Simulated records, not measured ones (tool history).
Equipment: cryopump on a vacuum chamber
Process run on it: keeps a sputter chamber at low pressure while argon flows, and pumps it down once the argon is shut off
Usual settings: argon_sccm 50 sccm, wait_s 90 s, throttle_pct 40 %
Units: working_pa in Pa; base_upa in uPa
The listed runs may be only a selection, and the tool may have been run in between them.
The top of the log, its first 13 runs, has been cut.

run	hour	argon_sccm	wait_s	throttle_pct	working_pa	base_upa
14	570	58	90	40	0.2292	4.63
15	630.5	58	90	23	0.3797	4.77
16	680.8	50	90	40	0.201	4.76
# hour 705: leaking fittings of the chamber tightened, without venting
17	727	71	90	40	0.2842	1.36
# hour 750.4: pump warmed up, emptied and cooled again
18	789	39	90	40	0.1355	1.19
19	819.6	22	90	42	0.0709	1.23
20	856.2	23	32	40	0.0806	2.93
21	906	34	291	17	0.274	0.65
22	961.2	34	241	17	0.2775	0.69
23	1008	38	50	23	0.2312	2.05
24	1065.2	47	90	40	0.1662	1.34
25	1101.9	50	90	34	0.2077	1.34
26	1130.4	50	90	34	0.2068	1.4
27	1179	26	90	49	0.0773	1.41
28	1221.5	26	90	49	0.0765	1.43
29	1252.5	37	21	24	0.2174	4.46
30	1290.7	22	144	25	0.1264	1.07
31	1344.9	22	144	25	0.1249	1.15
32	1393.9	22	144	25	0.1235	1.16
33	1419.6	58	110	30	0.2788	1.36

Each row is a separate what-if for the run after 33, all from the same tool condition, not one after another. Results?
A	1459.9	58	30	17	?	?
B	1459.9	86	72	20	?	?
C	1459.9	35	171	21	?	?

run	working_pa	base_upa
A	0.4822	3.42
B	0.6137	1.8
C	0.2358	1.12
Stripped of hidden state, with their random variation kept, the same runs would have yielded:
run	working_pa	base_upa
A	0.466	3.07
B	0.5896	1.45
C	0.226	0.77
